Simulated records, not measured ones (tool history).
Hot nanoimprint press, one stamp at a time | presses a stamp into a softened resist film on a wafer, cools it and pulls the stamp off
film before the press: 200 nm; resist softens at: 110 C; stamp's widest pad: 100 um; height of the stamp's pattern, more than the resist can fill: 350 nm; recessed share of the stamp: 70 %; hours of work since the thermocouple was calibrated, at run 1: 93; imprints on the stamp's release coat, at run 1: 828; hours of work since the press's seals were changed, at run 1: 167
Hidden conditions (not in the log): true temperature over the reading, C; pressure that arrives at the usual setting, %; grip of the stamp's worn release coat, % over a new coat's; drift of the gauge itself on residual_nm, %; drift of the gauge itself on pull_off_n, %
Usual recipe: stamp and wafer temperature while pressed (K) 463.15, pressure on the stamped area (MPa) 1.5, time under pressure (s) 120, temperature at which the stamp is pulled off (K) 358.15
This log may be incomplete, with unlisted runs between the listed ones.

run   hour  stamp and wafer temperature while pressed (K)  pressure on the stamped area (MPa)  time under pressure (s)  temperature at which the stamp is pulled off (K)  hours of work since the thermocouple was calibrated  imprints on the stamp's release coat  hours of work since the press's seals were changed  resist left under the stamp's widest pad (angstrom)  greatest force while the stamp is pulled off (N)
  1      0                                         463.15                                 1.5                      120                                            358.15                                                   93                                   828                                                 167                                                 1023                                               110
  2    4.8                                         463.15                                 1.5                      120                                            358.15                                                   96                                   838                                                 170                                                 1023                                               107
  3      9                                         463.15                                 1.5                      120                                            358.15                                                   98                                   848                                                 173                                                 1026                                               111
  4   13.9                                         463.15                                 1.5                      120                                            358.15                                                  102                                   859                                                 176                                                 1025                                               108
  5   18.6                                         463.15                                 1.5                      120                                            358.15                                                  105                                   869                                                 179                                                 1023                                               109
  6   23.1                                         463.15                                 1.5                      120                                            358.15                                                  107                                   879                                                 182                                                 1026                                               111
  7   27.9                                         463.15                                 1.5                      120                                            358.15                                                  110                                   889                                                 185                                                 1028                                               112
  8   33.4                                         455.15                                 1.5                      120                                            358.15                                                  114                                   901                                                 188                                                 1265                                               112
  9   42.4                                         455.15                                 1.5                      120                                            358.15                                                  120                                   921                                                 194                                                 1265                                               109
 10   48.8                                         455.15                                 1.5                      120                                            355.15                                                  124                                   935                                                 198                                                 1262                                               105
 11   52.6                                         463.15                                 1.5                      120                                            358.15                                                  126                                   944                                                 201                                                 1024                                               112
 12   58.6                                         463.15                                 1.5                      120                                            358.15                                                  130                                   957                                                 204                                                 1024                                               113
 13     67                                         463.15                                 1.5                      120                                            358.15                                                  135                                   976                                                 210                                                 1027                                               106
 14   73.4                                         463.15                                1.67                      120                                            358.15                                                  140                                   990                                                 214                                                  986                                               110
 15   77.7                                         463.15                                1.67                      120                                            358.15                                                  142                                   999                                                 217                                                  984                                               109
 16     83                                         472.15                                1.28                      120                                            363.15                                                  146                                  1011                                                 220                                                  859                                               109
 17   91.9                                         463.15                                 1.5                       64                                            358.15                                                  151                                  1031                                                 226                                                 1261                                               114
      99.4  -- stamp cleaned and given a new release coat
 18  104.4                                         473.15                                1.32                       95                                            361.15                                                  156                                    11                                                 230                                                  905                                               108
 19    109                                         473.15                                1.32                      120                                            349.15                                                  159                                    21                                                 233                                                  820                                               112
 20    113                                         473.15                                1.32                      120                                            349.15                                                  161                                    30                                                 235                                                  821                                               113
 21  121.4                                         459.15                                1.14                      234                                            362.15                                                  166                                    49                                                 241                                                  991                                               105
 22  125.3                                         459.15                                1.14                      234                                            362.15                                                  169                                    57                                                 243                                                  992                                               104
 23  133.9                                         463.15                                1.47                      120                                            358.15                                                  174                                    76                                                 249                                                 1033                                               107
 24  139.5                                         471.15                                1.03                      165                                            358.15                                                  178                                    89                                                 252                                                  840                                               110
 25  147.5                                         452.15                                2.38                      165                                            364.15                                                  183                                   106                                                 257                                                 1063                                               100
 26  152.8                                         466.15                                0.91                      165                                            364.15                                                  186                                   118                                                 261                                                 1013                                               106
 27  157.1                                         467.15                                 1.2                      100                                            352.15                                                  189                                   127                                                 264                                                 1071                                               109
 28  163.1                                         463.15                                 1.5                      158                                            345.15                                                  193                                   141                                                 267                                                  924                                               117
 29  167.7                                         463.15                                1.59                      100                                            358.15                                                  196                                   151                                                 270                                                 1069                                               112

Consider 3 possible next runs. They are alternatives, not a sequence: every one starts from the tool as it was left by run 29. What does each give?
  A  171.6                                         473.15                                 1.5                      120                                            358.15                                                  198                                   159                                                 273                                                    ?                                                 ?
  B  171.6                                         465.15                                 1.5                       93                                            349.15                                                  198                                   159                                                 273                                                    ?                                                 ?
  C  171.6                                         463.15                                1.59                      122                                            348.15                                                  198                                   159                                                 273                                                    ?                                                 ?

run  resist left under the stamp's widest pad (angstrom)  greatest force while the stamp is pulled off (N)
  A                                                  779                                               111
  B                                                 1070                                               113
  C                                                  999                                               113
Take away the tool's hidden state, keep each run's random variation, and the runs would have read:
run  resist left under the stamp's widest pad (angstrom)  greatest force while the stamp is pulled off (N)
  A                                                  779                                               111
  B                                                 1070                                               113
  C                                                  999                                               113
